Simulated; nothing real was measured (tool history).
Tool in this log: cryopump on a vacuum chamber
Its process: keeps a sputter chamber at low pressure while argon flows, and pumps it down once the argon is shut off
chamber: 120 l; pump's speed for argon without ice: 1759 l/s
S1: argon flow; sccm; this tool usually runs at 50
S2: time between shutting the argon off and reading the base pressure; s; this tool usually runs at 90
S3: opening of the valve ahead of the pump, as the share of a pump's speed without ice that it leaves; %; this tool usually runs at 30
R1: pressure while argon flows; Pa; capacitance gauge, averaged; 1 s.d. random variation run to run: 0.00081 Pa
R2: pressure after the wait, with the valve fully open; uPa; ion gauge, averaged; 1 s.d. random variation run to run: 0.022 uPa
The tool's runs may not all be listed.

run,hour,S1,S2,S3,R1,R2
1,0.0,50,90,30,0.1636,1.45
2,14.5,50,90,40,0.1248,1.52
3,32.6,50,90,30,0.1645,1.45
4,43.8,50,90,30,0.1649,1.51
5,70.2,50,90,30,0.1664,1.50
6,81.7,50,90,30,0.1635,1.51
7,108.4,50,90,30,0.1659,1.57
8,135.1,49,59,57,0.0892,1.82
9,147.3,49,40,22,0.2208,2.18
10,168.0,93,90,21,0.4403,1.62
11,182.8,93,90,21,0.4417,1.63
12,197.4,46,64,21,0.2170,1.82
13,209.2,50,96,21,0.2379,1.61
14,222.2,50,96,21,0.2386,1.64

Here are 4 independent what-if runs from the current tool condition. What would each one return?
A,240.3,50,90,49,?,?
B,240.3,55,25,20,?,?
C,240.3,23,46,43,?,?
D,240.3,50,137,30,?,?

run,R1,R2
A,0.1075,1.67
B,0.2763,2.93
C,0.0553,2.15
D,0.1692,1.47
With the hidden condition removed and each run's random variation left untouched, the same runs would have given:
run,R1,R2
A,0.0983,0.64
B,0.2662,1.89
C,0.0511,1.12
D,0.1601,0.44
